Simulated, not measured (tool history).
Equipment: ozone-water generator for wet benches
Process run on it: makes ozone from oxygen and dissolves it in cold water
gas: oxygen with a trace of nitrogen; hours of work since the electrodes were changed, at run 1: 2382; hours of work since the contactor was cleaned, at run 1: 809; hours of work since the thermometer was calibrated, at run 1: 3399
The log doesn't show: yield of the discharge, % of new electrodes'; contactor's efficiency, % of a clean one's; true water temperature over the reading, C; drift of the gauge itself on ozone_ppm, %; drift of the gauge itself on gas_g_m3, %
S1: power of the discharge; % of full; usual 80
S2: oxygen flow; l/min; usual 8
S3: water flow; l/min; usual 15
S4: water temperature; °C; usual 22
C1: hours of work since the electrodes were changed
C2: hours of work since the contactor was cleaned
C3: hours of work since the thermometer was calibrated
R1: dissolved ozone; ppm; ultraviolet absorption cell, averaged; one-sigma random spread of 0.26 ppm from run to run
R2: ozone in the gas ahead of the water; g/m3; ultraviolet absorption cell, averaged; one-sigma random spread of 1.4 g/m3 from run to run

run 1 hour=0 | S1=80 S2=8 S3=15 S4=22 | C1=2382 C2=809 C3=3399 | R1=36.6 R2=241.7
run 2 hour=122.1 | S1=80 S2=8 S3=15 S4=22 | C1=2489 C2=917 C3=3506 | R1=36.8 R2=240.2
run 3 hour=224.8 | S1=80 S2=8 S3=15 S4=22 | C1=2580 C2=1008 C3=3597 | R1=36.7 R2=241.7
run 4 hour=319.8 | S1=80 S2=8 S3=15 S4=22 | C1=2664 C2=1091 C3=3681 | R1=36.6 R2=242
run 5 hour=408.4 | S1=80 S2=8 S3=23 S4=22 | C1=2742 C2=1170 C3=3759 | R1=27.6 R2=238.7
run 6 hour=503.7 | S1=80 S2=8 S3=23 S4=22 | C1=2826 C2=1254 C3=3843 | R1=27.2 R2=238.5
run 7 hour=617.2 | S1=80 S2=8 S3=23 S4=18 | C1=2926 C2=1354 C3=3943 | R1=29.5 R2=235.7
run 8 hour=693.9 | S1=93 S2=8 S3=15 S4=22 | C1=2993 C2=1421 C3=4011 | R1=39.9 R2=265.6
run 9 hour=758.7 | S1=93 S2=8 S3=15 S4=25 | C1=3051 C2=1478 C3=4068 | R1=37.7 R2=263.6
run 10 hour=824.3 | S1=93 S2=8 S3=15 S4=25 | C1=3109 C2=1536 C3=4126 | R1=37.7 R2=262.1
run 11 hour=885.8 | S1=97 S2=8 S3=15 S4=21 | C1=3163 C2=1590 C3=4180 | R1=41.9 R2=272.6
run 12 hour=966.4 | S1=68 S2=5.52 S3=21 S4=21 | C1=3234 C2=1661 C3=4251 | R1=27.1 R2=257.8
run 13 hour=1068.6 | S1=52 S2=6.84 S3=16 S4=22 | C1=3324 C2=1751 C3=4341 | R1=26.5 R2=191.4
-- hour=1079.8 water thermometer calibrated
run 14 hour=1166.2 | S1=80 S2=4 S3=15 S4=21 | C1=3409 C2=1837 C3=76 | R1=39.9 R2=345.3
run 15 hour=1253.2 | S1=50 S2=4 S3=12 S4=21 | C1=3486 C2=1914 C3=153 | R1=33.3 R2=247.8
run 16 hour=1361.1 | S1=50 S2=4 S3=12 S4=21 | C1=3581 C2=2009 C3=248 | R1=33 R2=247.8
run 17 hour=1416 | S1=95 S2=8 S3=15 S4=22 | C1=3630 C2=2057 C3=296 | R1=39.7 R2=260.9
run 18 hour=1504 | S1=95 S2=8 S3=15 S4=22 | C1=3707 C2=2135 C3=374 | R1=39.4 R2=261.1
run 19 hour=1601.8 | S1=80 S2=8 S3=15 S4=22 | C1=3793 C2=2221 C3=460 | R1=35.5 R2=231.1
-- hour=1629.2 water thermometer calibrated, once more
run 20 hour=1678.6 | S1=80 S2=12.73 S3=15 S4=20 | C1=3861 C2=2288 C3=44 | R1=33.6 R2=179.3

Below are 3 alternative next runs, each starting from the tool's condition after run 20. Predict each:
run A hour=1763.1 | S1=80 S2=8 S3=15 S4=22 | C1=3935 C2=2363 C3=118 | R1=? R2=?
run B hour=1763.1 | S1=41 S2=12.73 S3=15 S4=22 | C1=3935 C2=2363 C3=118 | R1=? R2=?
run C hour=1763.1 | S1=80 S2=4.97 S3=16 S4=16 | C1=3935 C2=2363 C3=118 | R1=? R2=?

run=A R1=35.8 R2=231.6
run=B R1=20.1 R2=114.4
run=C R1=39.9 R2=300
What these runs would have given with no unlogged condition in the tool:
run=A R1=39.9 R2=254.1
run=B R1=21.4 R2=120.5
run=C R1=44.5 R2=329.2
